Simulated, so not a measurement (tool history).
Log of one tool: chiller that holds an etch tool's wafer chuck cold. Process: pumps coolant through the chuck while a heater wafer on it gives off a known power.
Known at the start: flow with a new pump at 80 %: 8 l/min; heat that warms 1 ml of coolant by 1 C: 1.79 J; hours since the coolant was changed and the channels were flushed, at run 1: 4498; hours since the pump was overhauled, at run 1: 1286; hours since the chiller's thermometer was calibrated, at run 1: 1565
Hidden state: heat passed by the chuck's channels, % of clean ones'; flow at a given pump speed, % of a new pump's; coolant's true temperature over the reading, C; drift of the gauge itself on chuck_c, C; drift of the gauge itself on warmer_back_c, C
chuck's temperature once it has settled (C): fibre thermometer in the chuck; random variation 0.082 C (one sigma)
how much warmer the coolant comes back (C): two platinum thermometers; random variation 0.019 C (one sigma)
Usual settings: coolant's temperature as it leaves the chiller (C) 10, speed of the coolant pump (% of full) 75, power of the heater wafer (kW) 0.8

run	hour	coolant's temperature as it leaves the chiller (C)	speed of the coolant pump (% of full)	power of the heater wafer (kW)	hours since the coolant was changed and the channels were flushed	hours since the pump was overhauled	hours since the chiller's thermometer was calibrated	chuck's temperature once it has settled (C)	how much warmer the coolant comes back (C)
1	0	10	75	0.8	4498	1286	1565	20.99	3.61
2	27.2	10	87	0.8	4525	1313	1592	20.06	3.11
3	59.5	10	75	0.8	4558	1345	1625	21.11	3.57
4	92.2	10	75	0.8	4590	1378	1657	21.14	3.59
5	124.2	10	75	0.8	4622	1410	1689	21.05	3.61
6	156.1	10	75	0.8	4654	1442	1721	21.06	3.63
7	182.8	10	75	0.8	4681	1469	1748	21.09	3.57
8	209.5	10	93	0.8	4708	1495	1775	19.86	2.87
9	243.2	10	93	0.8	4741	1529	1808	19.91	2.86
10	273.1	10	93	0.8	4771	1559	1838	19.82	2.88
11	291.9	10	93	0.8	4790	1578	1857	19.8	2.87
12	311.8	10	75	0.924	4810	1598	1877	22.89	4.18
13	341.3	10	75	0.754	4839	1627	1906	20.66	3.35
14	368	10	75	0.754	4866	1654	1933	20.64	3.37
15	389.4	10	75	0.754	4887	1675	1954	20.49	3.34
16	406.2	10	75	0.754	4904	1692	1971	20.65	3.35
17	439.4	17	74	0.468	4937	1725	2005	23.77	2.12
18	471.6	10	98	1.122	4970	1757	2037	23.39	3.78
19	503.5	1	98	1.122	5002	1789	2069	14.51	3.79
20	522	16	76	0.8	5020	1808	2087	27.25	3.57
21	536.7	4	78	0.481	5035	1822	2102	10.77	2.05

Forecast run 22:
22	563.9	4	78	0.481	5062	1850	2129	?	?

chuck's temperature once it has settled (C): 10.8
how much warmer the coolant comes back (C): 2.06
Without the tool's hidden state the same run would have given chuck's temperature once it has settled (C) 10.51, how much warmer the coolant comes back (C) 2.06.
